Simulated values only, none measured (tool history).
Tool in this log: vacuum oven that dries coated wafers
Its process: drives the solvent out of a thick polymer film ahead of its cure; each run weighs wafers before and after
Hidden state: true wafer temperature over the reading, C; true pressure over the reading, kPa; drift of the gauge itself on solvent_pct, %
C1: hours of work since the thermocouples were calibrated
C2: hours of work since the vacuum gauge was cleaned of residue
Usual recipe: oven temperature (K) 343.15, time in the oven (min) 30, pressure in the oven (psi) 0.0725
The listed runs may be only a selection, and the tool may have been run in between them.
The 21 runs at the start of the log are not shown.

run 22 day=16.758 | oven_temperature_(K)=354.15 time_in_the_oven_(min)=35 pressure_in_the_oven_(psi)=0.1297 | C1=1278 C2=1031 | solvent_left_in_the_film_(%)=2.24
-- day=16.933 vacuum gauge cleaned of residue and calibrated
run 23 day=17.779 | oven_temperature_(K)=350.15 time_in_the_oven_(min)=16 pressure_in_the_oven_(psi)=0.0725 | C1=1295 C2=15 | solvent_left_in_the_film_(%)=5.59
run 24 day=18.317 | oven_temperature_(K)=343.15 time_in_the_oven_(min)=37 pressure_in_the_oven_(psi)=0.1384 | C1=1304 C2=24 | solvent_left_in_the_film_(%)=5.48
-- day=18.688 oven's thermocouples calibrated
run 25 day=19.633 | oven_temperature_(K)=330.15 time_in_the_oven_(min)=39 pressure_in_the_oven_(psi)=0.0885 | C1=17 C2=46 | solvent_left_in_the_film_(%)=9.37
run 26 day=20.425 | oven_temperature_(K)=330.15 time_in_the_oven_(min)=39 pressure_in_the_oven_(psi)=0.1243 | C1=31 C2=60 | solvent_left_in_the_film_(%)=10.12
run 27 day=21.333 | oven_temperature_(K)=340.15 time_in_the_oven_(min)=49 pressure_in_the_oven_(psi)=0.2878 | C1=47 C2=76 | solvent_left_in_the_film_(%)=7.58
run 28 day=21.908 | oven_temperature_(K)=343.15 time_in_the_oven_(min)=30 pressure_in_the_oven_(psi)=0.0715 | C1=57 C2=86 | solvent_left_in_the_film_(%)=4.68
run 29 day=22.758 | oven_temperature_(K)=343.15 time_in_the_oven_(min)=30 pressure_in_the_oven_(psi)=0.1427 | C1=72 C2=101 | solvent_left_in_the_film_(%)=5.56
-- day=23.200 vacuum gauge cleaned of residue and calibrated, once more
run 30 day=23.983 | oven_temperature_(K)=343.15 time_in_the_oven_(min)=31 pressure_in_the_oven_(psi)=0.0651 | C1=92 C2=14 | solvent_left_in_the_film_(%)=3.21
run 31 day=24.879 | oven_temperature_(K)=343.15 time_in_the_oven_(min)=35 pressure_in_the_oven_(psi)=0.0651 | C1=108 C2=30 | solvent_left_in_the_film_(%)=2.73
run 32 day=25.625 | oven_temperature_(K)=347.15 time_in_the_oven_(min)=28 pressure_in_the_oven_(psi)=0.0651 | C1=121 C2=43 | solvent_left_in_the_film_(%)=2.54
run 33 day=26.779 | oven_temperature_(K)=347.15 time_in_the_oven_(min)=28 pressure_in_the_oven_(psi)=0.0921 | C1=141 C2=63 | solvent_left_in_the_film_(%)=2.96
run 34 day=27.425 | oven_temperature_(K)=347.15 time_in_the_oven_(min)=26 pressure_in_the_oven_(psi)=0.0487 | C1=153 C2=74 | solvent_left_in_the_film_(%)=2.64
run 35 day=28.383 | oven_temperature_(K)=354.15 time_in_the_oven_(min)=29 pressure_in_the_oven_(psi)=0.0725 | C1=170 C2=91 | solvent_left_in_the_film_(%)=1.16
run 36 day=29.629 | oven_temperature_(K)=329.15 time_in_the_oven_(min)=29 pressure_in_the_oven_(psi)=0.1424 | C1=192 C2=113 | solvent_left_in_the_film_(%)=10.84
run 37 day=30.671 | oven_temperature_(K)=343.15 time_in_the_oven_(min)=52 pressure_in_the_oven_(psi)=0.1736 | C1=210 C2=131 | solvent_left_in_the_film_(%)=3.37

Here are 3 independent what-if runs from the current tool condition. What would each one return?
run A day=31.296 | oven_temperature_(K)=343.15 time_in_the_oven_(min)=52 pressure_in_the_oven_(psi)=0.2192 | C1=221 C2=143 | solvent_left_in_the_film_(%)=?
run B day=31.296 | oven_temperature_(K)=329.15 time_in_the_oven_(min)=21 pressure_in_the_oven_(psi)=0.1540 | C1=221 C2=143 | solvent_left_in_the_film_(%)=?
run C day=31.296 | oven_temperature_(K)=333.15 time_in_the_oven_(min)=18 pressure_in_the_oven_(psi)=0.1118 | C1=221 C2=143 | solvent_left_in_the_film_(%)=?

run=A solvent_left_in_the_film_(%)=4.13
run=B solvent_left_in_the_film_(%)=12.33
run=C solvent_left_in_the_film_(%)=10.88
Take away the tool's hidden state, keep each run's random variation, and the runs would have read:
run=A solvent_left_in_the_film_(%)=4.04
run=B solvent_left_in_the_film_(%)=12.25
run=C solvent_left_in_the_film_(%)=10.82
